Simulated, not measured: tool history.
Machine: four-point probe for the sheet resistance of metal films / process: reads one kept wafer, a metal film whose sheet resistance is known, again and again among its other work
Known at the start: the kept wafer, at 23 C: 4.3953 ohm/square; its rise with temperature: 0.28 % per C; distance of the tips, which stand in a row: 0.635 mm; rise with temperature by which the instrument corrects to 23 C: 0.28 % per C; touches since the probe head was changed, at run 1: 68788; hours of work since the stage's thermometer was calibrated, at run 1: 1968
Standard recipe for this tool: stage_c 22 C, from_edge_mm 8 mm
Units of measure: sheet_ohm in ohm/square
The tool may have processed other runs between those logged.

run    hour  stage_c  from_edge_mm  touches since the probe head was changed  hours of work since the stage's thermometer was calibrated  sheet_ohm
  1       0       22             8                                     68788                                                        1968   4.402207
  2     103       22             8                                     70671                                                        2012   4.400881
  3   177.9       22            57                                     72043                                                        2045   4.387354
  4   241.8       22            14                                     73212                                                        2072   4.391479
  5     335       22            14                                     74917                                                        2112   4.388677
  6   379.9       22            36                                     75738                                                        2131   4.387084
  7   423.5       22             6                                     76536                                                        2150   4.412086
  8   508.6       22             6                                     78092                                                        2186   4.411049
  9   555.9       22             6                                     78959                                                        2207   4.409804
 10   638.5       34             6                                     80470                                                        2242   4.408988
 11   720.6       34             6                                     81971                                                        2277   4.405444
 12   820.2       34             6                                     83794                                                        2320   4.405949
 13   907.1       24             6                                     85384                                                        2357   4.408771
      942.6  -- stage's thermometer calibrated
 14   988.8       22             8                                     86869                                                          20   4.401594
 15  1052.1       20             3                                     88028                                                          47   4.491314
 16  1127.3       24             3                                     89402                                                          79   4.488741
 17  1214.5       28            14                                     90999                                                         117   4.388071
     1280.4  -- stage's thermometer calibrated, once more
 18  1305.4       33            14                                     92652                                                          11   4.371282
 19  1371.6       33            10                                     93865                                                          39   4.376524

Predict the results of run 20:
 20  1461.3       19            68                                     95504                                                          78          ?

sheet_ohm: 4.368916 ohm/square
Take away the tool's hidden state, keep the run-to-run variation as it was, and the same run would have given sheet_ohm 4.396267 ohm/square.

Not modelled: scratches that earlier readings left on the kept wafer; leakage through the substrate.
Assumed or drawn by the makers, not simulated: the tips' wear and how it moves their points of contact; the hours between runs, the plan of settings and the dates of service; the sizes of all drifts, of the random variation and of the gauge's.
